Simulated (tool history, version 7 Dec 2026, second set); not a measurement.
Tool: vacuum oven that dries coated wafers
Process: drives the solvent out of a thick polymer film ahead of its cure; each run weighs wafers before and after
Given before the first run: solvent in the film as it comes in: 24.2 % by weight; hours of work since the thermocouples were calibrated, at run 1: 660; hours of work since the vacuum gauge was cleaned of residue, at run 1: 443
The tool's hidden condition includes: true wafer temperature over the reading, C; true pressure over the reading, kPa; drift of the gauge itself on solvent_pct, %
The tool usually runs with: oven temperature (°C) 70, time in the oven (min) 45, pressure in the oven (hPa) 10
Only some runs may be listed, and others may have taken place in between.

| run | hour | oven temperature (°C) | time in the oven (min) | pressure in the oven (hPa) | hours of work since the thermocouples were calibrated | hours of work since the vacuum gauge was cleaned of residue | solvent left in the film (%) |
|---|---|---|---|---|---|---|---|
| 1 | 0 | 70 | 45 | 10 | 660 | 443 | 2.66 |
| 2 | 58.8 | 70 | 45 | 10 | 692 | 475 | 2.61 |
| 3 | 99.3 | 70 | 45 | 10 | 714 | 497 | 2.6 |
| 4 | 137 | 70 | 45 | 10 | 735 | 518 | 2.6 |
| 5 | 181.8 | 70 | 45 | 10 | 759 | 542 | 2.65 |
| 6 | 210.6 | 70 | 30 | 10 | 775 | 558 | 4.39 |
| 7 | 257.9 | 70 | 30 | 10 | 800 | 584 | 4.59 |
| 8 | 315.3 | 70 | 45 | 10 | 832 | 615 | 2.6 |
| 9 | 357.1 | 70 | 48 | 10 | 854 | 638 | 2.43 |
| 10 | 414.2 | 59 | 45 | 10 | 886 | 669 | 6.7 |
| 11 | 454.9 | 59 | 45 | 10 | 908 | 691 | 6.51 |
| 12 | 490 | 70 | 45 | 5.7 | 927 | 710 | 2.2 |
| 13 | 516.2 | 70 | 45 | 5.7 | 941 | 724 | 2.21 |
| 14 | 557.1 | 70 | 45 | 5.7 | 963 | 747 | 2.25 |
|  | 561.2 | vacuum gauge cleaned of residue and calibrated |
| 15 | 613.6 | 70 | 45 | 5.7 | 993 | 29 | 2.3 |
| 16 | 640.3 | 70 | 45 | 5.7 | 1008 | 43 | 2.29 |
| 17 | 694.5 | 70 | 45 | 5.7 | 1037 | 73 | 2.34 |
| 18 | 718.9 | 70 | 45 | 5.7 | 1050 | 86 | 2.31 |
|  | 749.9 | vacuum gauge cleaned of residue and calibrated, once more |
| 19 | 753.6 | 70 | 78 | 5.7 | 1069 | 2 | 0.78 |
| 20 | 799.1 | 70 | 78 | 5.7 | 1093 | 27 | 0.79 |
| 21 | 840.4 | 62 | 41 | 13.3 | 1116 | 49 | 5.83 |
| 22 | 867.9 | 62 | 41 | 9.7 | 1131 | 64 | 5.41 |
| 23 | 901.6 | 66 | 45 | 16.8 | 1149 | 83 | 4.11 |
| 24 | 945.9 | 74 | 37 | 32.3 | 1173 | 107 | 3.62 |
| 25 | 993.4 | 68 | 40 | 27.7 | 1199 | 132 | 5.06 |
| 26 | 1047.7 | 70 | 70 | 26.8 | 1229 | 162 | 2.87 |
| 27 | 1107.4 | 70 | 70 | 26.8 | 1261 | 195 | 2.95 |
| 28 | 1155.1 | 70 | 47 | 9.2 | 1287 | 220 | 2.08 |
| 29 | 1191.3 | 70 | 29 | 10 | 1307 | 240 | 4.45 |
| 30 | 1238.5 | 75 | 45 | 7.8 | 1332 | 266 | 1.08 |
| 31 | 1273.6 | 68 | 69 | 7.2 | 1352 | 285 | 1.37 |
| 32 | 1310.8 | 57 | 64 | 17.8 | 1372 | 305 | 5.99 |
| 33 | 1360.7 | 74 | 44 | 7.1 | 1399 | 332 | 1.36 |
| 34 | 1416.8 | 56 | 39 | 10 | 1429 | 363 | 8.53 |
| 35 | 1475.5 | 56 | 39 | 10 | 1461 | 395 | 8.51 |
|  | 1507 | oven's thermocouples calibrated |
| 36 | 1529.8 | 68 | 45 | 5.7 | 12 | 423 | 3.14 |
| 37 | 1565.5 | 70 | 24 | 10 | 32 | 443 | 6.49 |
| 38 | 1607.3 | 56 | 24 | 35.4 | 55 | 465 | 15.05 |
| 39 | 1637.4 | 56 | 24 | 35.4 | 71 | 482 | 15.02 |
| 40 | 1675.1 | 70 | 45 | 6.3 | 91 | 502 | 2.57 |

Here are 3 independent what-if runs from the current tool condition. What would each one return?
| A | 1717.4 | 59 | 34 | 27.5 | 114 | 525 | ? |
| B | 1717.4 | 66 | 70 | 31.4 | 114 | 525 | ? |
| C | 1717.4 | 70 | 51 | 10.4 | 114 | 525 | ? |

| run | solvent left in the film (%) |
|---|---|
| A | 11.35 |
| B | 4.97 |
| C | 2.5 |
The same runs, with their run-to-run variation unchanged, on a tool lacking any hidden condition would have given:
| run | solvent left in the film (%) |
|---|---|
| A | 11.09 |
| B | 4.72 |
| C | 2.29 |
